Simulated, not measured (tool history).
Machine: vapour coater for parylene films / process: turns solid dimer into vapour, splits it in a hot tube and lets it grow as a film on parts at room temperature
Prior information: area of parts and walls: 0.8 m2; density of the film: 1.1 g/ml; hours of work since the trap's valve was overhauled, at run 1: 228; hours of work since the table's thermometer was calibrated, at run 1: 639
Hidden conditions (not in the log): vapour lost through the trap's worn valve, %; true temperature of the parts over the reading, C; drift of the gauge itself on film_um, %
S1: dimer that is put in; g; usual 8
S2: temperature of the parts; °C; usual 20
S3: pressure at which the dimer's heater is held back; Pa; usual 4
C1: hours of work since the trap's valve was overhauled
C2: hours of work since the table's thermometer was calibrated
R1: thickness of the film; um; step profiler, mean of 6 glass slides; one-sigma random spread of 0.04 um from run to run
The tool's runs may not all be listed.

{"run": 1, "day": 0.0, "S1": 8, "S2": 20, "S3": 4, "C1": 228, "C2": 639, "R1": 4.03}
{"run": 2, "day": 1.071, "S1": 8, "S2": 20, "S3": 4, "C1": 247, "C2": 658, "R1": 4.09}
{"run": 3, "day": 1.854, "S1": 8, "S2": 20, "S3": 9.43, "C1": 260, "C2": 671, "R1": 3.28}
{"run": 4, "day": 2.467, "S1": 8, "S2": 30, "S3": 9.43, "C1": 271, "C2": 682, "R1": 2.16}
{"run": 5, "day": 3.525, "S1": 8, "S2": 30, "S3": 9.43, "C1": 290, "C2": 701, "R1": 2.14}
{"run": 6, "day": 4.262, "S1": 8, "S2": 30, "S3": 9.43, "C1": 303, "C2": 714, "R1": 2.14}
{"run": 7, "day": 4.842, "S1": 11, "S2": 30, "S3": 2.26, "C1": 313, "C2": 724, "R1": 4.02}
{"run": 8, "day": 5.625, "S1": 11, "S2": 30, "S3": 2.26, "C1": 326, "C2": 737, "R1": 4.01}
{"run": 9, "day": 6.625, "S1": 13, "S2": 26, "S3": 4, "C1": 344, "C2": 755, "R1": 4.79}
{"run": 10, "day": 7.529, "S1": 13, "S2": 26, "S3": 4, "C1": 360, "C2": 771, "R1": 4.8}
{"day": 8.375, "done": "trap's valve overhauled"}
{"run": 11, "day": 8.375, "S1": 13, "S2": 26, "S3": 4, "C1": 0, "C2": 783, "R1": 5.55}

Predict each of these 3 candidate next runs independently; none follows another, all start after run 11:
{"run": "A", "day": 9.154, "S1": 8, "S2": 17, "S3": 4, "C1": 14, "C2": 796, "R1": "?"}
{"run": "B", "day": 9.154, "S1": 12, "S2": 20, "S3": 11.62, "C1": 14, "C2": 796, "R1": "?"}
{"run": "C", "day": 9.154, "S1": 7, "S2": 26, "S3": 2.02, "C1": 14, "C2": 796, "R1": "?"}

run=A R1=5.06
run=B R1=5.19
run=C R1=3.46
Had the tool no hidden state, the same runs would have come out as:
run=A R1=4.95
run=B R1=5.08
run=C R1=3.39

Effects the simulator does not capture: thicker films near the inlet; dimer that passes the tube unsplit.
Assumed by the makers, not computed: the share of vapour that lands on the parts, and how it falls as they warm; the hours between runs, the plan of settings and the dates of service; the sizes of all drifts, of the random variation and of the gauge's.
